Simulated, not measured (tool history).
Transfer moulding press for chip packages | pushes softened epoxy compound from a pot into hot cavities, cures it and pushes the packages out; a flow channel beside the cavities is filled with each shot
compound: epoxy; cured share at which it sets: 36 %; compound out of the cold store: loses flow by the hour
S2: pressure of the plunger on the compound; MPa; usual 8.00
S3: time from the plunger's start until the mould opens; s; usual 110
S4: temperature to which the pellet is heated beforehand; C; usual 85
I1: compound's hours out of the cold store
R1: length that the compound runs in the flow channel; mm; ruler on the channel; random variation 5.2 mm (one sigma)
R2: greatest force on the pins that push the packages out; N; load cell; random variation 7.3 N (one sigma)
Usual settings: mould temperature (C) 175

Run 1, hour 0.0: usual settings; I1 23.7. Result: R1 669 mm, R2 460 N.
Run 2, hour 17.9: usual settings; I1 18.4. Result: R1 677 mm, R2 520 N.
Run 3, hour 45.4: usual settings; I1 31.2. Result: R1 655 mm, R2 575 N.
At hour 61.7: cavities cleaned with cleaning compound and waxed.
At hour 69.6: plunger's sealing rings changed.
Run 4, hour 79.5: usual settings; I1 20.1. Result: R1 732 mm, R2 410 N.
Run 5, hour 109.8: usual settings; I1 38.3. Result: R1 696 mm, R2 509 N.
Run 6, hour 129.4: usual settings; I1 31.0. Result: R1 702 mm, R2 542 N.
Run 7, hour 159.4: usual settings but S3 99 s; I1 38.6. Result: R1 680 mm, R2 660 N.
At hour 162.3: cavities cleaned with cleaning compound and waxed.
Run 8, hour 177.5: usual settings; I1 33.3. Result: R1 689 mm, R2 386 N.
Run 9, hour 191.4: usual settings; I1 33.3. Result: R1 698 mm, R2 439 N.
Run 10, hour 214.8: usual settings; I1 40.6. Result: R1 685 mm, R2 527 N.
Run 11, hour 234.7: usual settings but S4 89 C; I1 37.9. Result: R1 681 mm, R2 548 N.
Run 12, hour 250.6: usual settings; I1 9.3. Result: R1 736 mm, R2 585 N.
At hour 261.2: cavities cleaned with cleaning compound and waxed.
Run 13, hour 274.9: usual settings; I1 16.7. Result: R1 717 mm, R2 375 N.
Run 14, hour 292.3: usual settings; I1 47.3. Result: R1 663 mm, R2 428 N.
Run 15, hour 316.4: usual settings but mould temperature (C) 176, S3 121 s; I1 34.1. Result: R1 678 mm, R2 468 N.
Run 16, hour 345.4: usual settings but mould temperature (C) 176, S3 121 s; I1 18.5. Result: R1 714 mm, R2 513 N.
At hour 359.8: cavities cleaned with cleaning compound and waxed.
Run 17, hour 367.4: usual settings but mould temperature (C) 168, S2 7.90 MPa, S3 140 s, S4 83 C; I1 40.3. Result: R1 677 mm, R2 342 N.
At hour 370.7: mould's thermocouples calibrated.
Run 18, hour 386.7: usual settings but mould temperature (C) 168, S2 7.90 MPa, S3 140 s, S4 83 C; I1 27.0. Result: R1 697 mm, R2 406 N.
Run 19, hour 410.8: usual settings but mould temperature (C) 168, S2 9.18 MPa, S3 129 s, S4 83 C; I1 38.6. Result: R1 717 mm, R2 520 N.
Run 20, hour 425.7: usual settings but mould temperature (C) 179, S2 6.47 MPa, S4 89 C; I1 46.6. Result: R1 572 mm, R2 496 N.
Run 21, hour 438.7: usual settings but S2 7.26 MPa, S3 100 s; I1 32.2. Result: R1 643 mm, R2 643 N.
At hour 461.2: cavities cleaned with cleaning compound and waxed.
Run 22, hour 466.9: usual settings but mould temperature (C) 169, S2 8.48 MPa, S3 92 s, S4 90 C; I1 39.4. Result: R1 683 mm, R2 642 N.
Run 23, hour 496.8: usual settings but mould temperature (C) 169, S2 9.74 MPa, S3 114 s, S4 87 C; I1 13.3. Result: R1 790 mm, R2 594 N.
At hour 503.2: mould's thermocouples calibrated, once more.
Run 24, hour 526.5: usual settings but mould temperature (C) 169, S2 9.74 MPa, S3 114 s, S4 87 C; I1 32.6. Result: R1 746 mm, R2 657 N.
Run 25, hour 539.3: usual settings but mould temperature (C) 170, S2 9.74 MPa, S3 114 s, S4 81 C; I1 17.7. Result: R1 769 mm, R2 706 N.
At hour 561.6: cavities cleaned with cleaning compound and waxed.
Run 26, hour 563.5: usual settings but mould temperature (C) 168, S2 9.79 MPa, S3 128 s, S4 80 C; I1 33.8. Result: R1 736 mm, R2 337 N.
Run 27, hour 593.2: usual settings but mould temperature (C) 178, S4 77 C; I1 12.0. Result: R1 705 mm, R2 426 N.
Run 28, hour 622.5: usual settings but mould temperature (C) 178, S4 77 C; I1 37.2. Result: R1 644 mm, R2 501 N.

Forecast each of these 3 alternatives for the next run:
Run A, hour 644.1: usual settings but mould temperature (C) 178, S2 7.14 MPa, S3 105 s, S4 77 C; I1 14.6. Result: R1 ?, R2 ?.
Run B, hour 644.1: usual settings but S4 86 C; I1 34.4. Result: R1 ?, R2 ?.
Run C, hour 644.1: usual settings but S2 9.76 MPa, S3 149 s; I1 46.8. Result: R1 ?, R2 ?.

run   R1   R2
  A  649  549
  B  654  556
  C  691  485
Without the tool's hidden state the same runs would have given:
run   R1   R2
  A  704  288
  B  710  291
  C  749  254
